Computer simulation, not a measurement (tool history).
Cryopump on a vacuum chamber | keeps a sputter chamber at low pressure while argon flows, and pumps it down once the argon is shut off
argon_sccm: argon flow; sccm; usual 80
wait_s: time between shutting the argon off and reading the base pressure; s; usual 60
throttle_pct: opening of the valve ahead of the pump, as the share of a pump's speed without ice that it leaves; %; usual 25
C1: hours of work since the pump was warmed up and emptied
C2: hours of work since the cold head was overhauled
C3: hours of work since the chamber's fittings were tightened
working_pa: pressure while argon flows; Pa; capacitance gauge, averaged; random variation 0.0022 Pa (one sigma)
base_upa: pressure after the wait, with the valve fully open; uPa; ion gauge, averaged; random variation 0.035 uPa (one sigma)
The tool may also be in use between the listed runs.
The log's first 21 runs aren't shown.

run 22 hour=261.4 | argon_sccm=76 wait_s=282 throttle_pct=24 | C1=209 C2=209 C3=3126 | working_pa=0.5467 base_upa=1.88
run 23 hour=271 | argon_sccm=105 wait_s=277 throttle_pct=25 | C1=214 C2=214 C3=3131 | working_pa=0.7272 base_upa=1.87
run 24 hour=279.9 | argon_sccm=105 wait_s=277 throttle_pct=25 | C1=219 C2=219 C3=3136 | working_pa=0.7266 base_upa=1.86
run 25 hour=295.5 | argon_sccm=105 wait_s=277 throttle_pct=42 | C1=228 C2=228 C3=3145 | working_pa=0.4365 base_upa=1.94
run 26 hour=307.1 | argon_sccm=105 wait_s=277 throttle_pct=42 | C1=234 C2=234 C3=3151 | working_pa=0.4337 base_upa=1.9
run 27 hour=323.5 | argon_sccm=76 wait_s=127 throttle_pct=25 | C1=243 C2=243 C3=3160 | working_pa=0.5248 base_upa=2.32
run 28 hour=337.6 | argon_sccm=51 wait_s=33 throttle_pct=25 | C1=251 C2=251 C3=3168 | working_pa=0.3536 base_upa=4.43
run 29 hour=348.2 | argon_sccm=41 wait_s=33 throttle_pct=36 | C1=256 C2=256 C3=3173 | working_pa=0.1988 base_upa=4.35
run 30 hour=361.9 | argon_sccm=97 wait_s=73 throttle_pct=22 | C1=264 C2=264 C3=3181 | working_pa=0.7649 base_upa=2.97
run 31 hour=370.5 | argon_sccm=97 wait_s=73 throttle_pct=22 | C1=269 C2=269 C3=3185 | working_pa=0.762 base_upa=2.97
run 32 hour=380.7 | argon_sccm=97 wait_s=73 throttle_pct=22 | C1=274 C2=274 C3=3191 | working_pa=0.7653 base_upa=2.93
run 33 hour=393 | argon_sccm=147 wait_s=75 throttle_pct=41 | C1=281 C2=281 C3=3198 | working_pa=0.628 base_upa=2.88

Forecast each of these 5 alternatives for the next run:
run A hour=404.9 | argon_sccm=80 wait_s=26 throttle_pct=25 | C1=287 C2=287 C3=3204 | working_pa=? base_upa=?
run B hour=404.9 | argon_sccm=80 wait_s=60 throttle_pct=19 | C1=287 C2=287 C3=3204 | working_pa=? base_upa=?
run C hour=404.9 | argon_sccm=80 wait_s=123 throttle_pct=25 | C1=287 C2=287 C3=3204 | working_pa=? base_upa=?
run D hour=404.9 | argon_sccm=147 wait_s=22 throttle_pct=41 | C1=287 C2=287 C3=3204 | working_pa=? base_upa=?
run E hour=404.9 | argon_sccm=132 wait_s=33 throttle_pct=18 | C1=287 C2=287 C3=3204 | working_pa=? base_upa=?

run=A working_pa=0.551 base_upa=5.4
run=B working_pa=0.726 base_upa=3.17
run=C working_pa=0.5552 base_upa=2.37
run=D working_pa=0.6278 base_upa=6.04
run=E working_pa=1.2753 base_upa=4.52
Without the tool's hidden state the same runs would have given:
run=A working_pa=0.544 base_upa=4.11
run=B working_pa=0.719 base_upa=1.92
run=C working_pa=0.5482 base_upa=1.11
run=D working_pa=0.6148 base_upa=4.75
run=E working_pa=1.2635 base_upa=3.24
